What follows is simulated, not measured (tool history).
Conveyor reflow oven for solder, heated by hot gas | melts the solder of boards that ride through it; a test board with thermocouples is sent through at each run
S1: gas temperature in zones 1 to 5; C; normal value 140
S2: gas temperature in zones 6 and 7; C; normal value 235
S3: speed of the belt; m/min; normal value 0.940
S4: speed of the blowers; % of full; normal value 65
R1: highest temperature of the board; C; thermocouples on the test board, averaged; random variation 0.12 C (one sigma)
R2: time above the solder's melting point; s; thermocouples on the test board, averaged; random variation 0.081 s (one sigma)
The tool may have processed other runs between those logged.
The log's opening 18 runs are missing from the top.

run 19 hour=132.1 | S1=144 S2=236 S3=0.940 S4=65 | R1=213.9 R2=37.13
run 20 hour=138.8 | S1=140 S2=242 S3=0.875 S4=65 | R1=220.4 R2=42.94
run 21 hour=145.4 | S1=140 S2=235 S3=0.988 S4=82 | R1=213.8 R2=34.50
run 22 hour=154.9 | S1=136 S2=235 S3=0.940 S4=90 | R1=216.0 R2=36.86
run 23 hour=160.1 | S1=141 S2=233 S3=1.022 S4=65 | R1=207.9 R2=29.08
run 24 hour=170.6 | S1=127 S2=235 S3=0.940 S4=65 | R1=209.1 R2=29.95
run 25 hour=177.2 | S1=127 S2=245 S3=0.821 S4=83 | R1=226.7 R2=46.04
run 26 hour=182.5 | S1=127 S2=245 S3=0.821 S4=83 | R1=226.8 R2=46.16
run 27 hour=190.5 | S1=127 S2=245 S3=0.821 S4=83 | R1=226.6 R2=46.15
run 28 hour=196.4 | S1=127 S2=245 S3=0.821 S4=83 | R1=226.3 R2=46.03
run 29 hour=205.0 | S1=141 S2=245 S3=0.821 S4=83 | R1=228.7 R2=50.23

The next listed run, before its measurement:
run 30 hour=213.0 | S1=140 S2=231 S3=0.940 S4=65 | R1=? R2=?

R1: 208.8 C
R2: 32.77 s
Were there no unlogged condition in the tool, this run, its random variation unchanged, would have produced R1 210.6 C, R2 34.12 s.

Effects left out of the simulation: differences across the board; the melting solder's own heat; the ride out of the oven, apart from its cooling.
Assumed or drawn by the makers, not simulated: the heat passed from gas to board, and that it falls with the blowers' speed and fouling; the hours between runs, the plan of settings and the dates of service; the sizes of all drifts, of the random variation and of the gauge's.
